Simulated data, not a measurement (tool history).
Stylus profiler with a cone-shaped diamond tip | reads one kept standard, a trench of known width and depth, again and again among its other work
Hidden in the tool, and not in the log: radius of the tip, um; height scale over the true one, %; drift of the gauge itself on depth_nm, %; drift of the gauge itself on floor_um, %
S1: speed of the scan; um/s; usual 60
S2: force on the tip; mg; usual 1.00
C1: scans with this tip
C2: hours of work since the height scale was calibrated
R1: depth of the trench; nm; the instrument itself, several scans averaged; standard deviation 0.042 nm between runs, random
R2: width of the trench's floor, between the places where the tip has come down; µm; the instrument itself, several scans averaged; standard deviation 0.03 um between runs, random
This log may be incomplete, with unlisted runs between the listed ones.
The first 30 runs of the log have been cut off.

| run | day | S1 | S2 | C1 | C2 | R1 | R2 |
|---|---|---|---|---|---|---|---|
| 31 | 50.675 | 100 | 0.68 | 4406 | 1089 | 100.47 | 48.30 |
| 32 | 52.025 | 60 | 1.70 | 4482 | 1108 | 100.98 | 48.54 |
| 33 | 53.329 | 117 | 1.03 | 4556 | 1126 | 100.65 | 48.34 |
| 34 | 55.242 | 38 | 1.38 | 4664 | 1153 | 100.90 | 48.64 |
| 35 | 57.567 | 95 | 1.72 | 4795 | 1185 | 100.96 | 48.45 |
| 36 | 59.150 | 95 | 1.72 | 4885 | 1207 | 100.98 | 48.50 |
| 37 | 61.400 | 176 | 1.00 | 5012 | 1239 | 100.66 | 48.08 |
| 38 | 63.575 | 75 | 2.34 | 5135 | 1269 | 101.23 | 48.56 |
| 39 | 65.088 | 208 | 0.58 | 5220 | 1290 | 100.46 | 47.71 |
| 40 | 66.288 | 17 | 1.72 | 5288 | 1307 | 101.00 | 48.73 |
| 41 | 68.312 | 153 | 2.31 | 5403 | 1335 | 101.16 | 48.31 |
| 42 | 70.171 | 153 | 2.31 | 5508 | 1361 | 101.24 | 48.36 |
| 43 | 71.879 | 184 | 0.81 | 5604 | 1385 | 100.61 | 47.99 |
| 44 | 74.183 | 45 | 0.38 | 5734 | 1417 | 100.37 | 48.46 |

For run 45, what comes out?
|  | 75.462 | height scale calibrated on a step standard |
| 45 | 76.312 | 45 | 0.38 | 5854 | 12 | ? | ? |

{"run 45": {"R1": 100.31, "R2": 48.49}}
The same run, on a tool lacking any hidden state, would have yielded R1 100.31 nm, R2 48.50 µm.
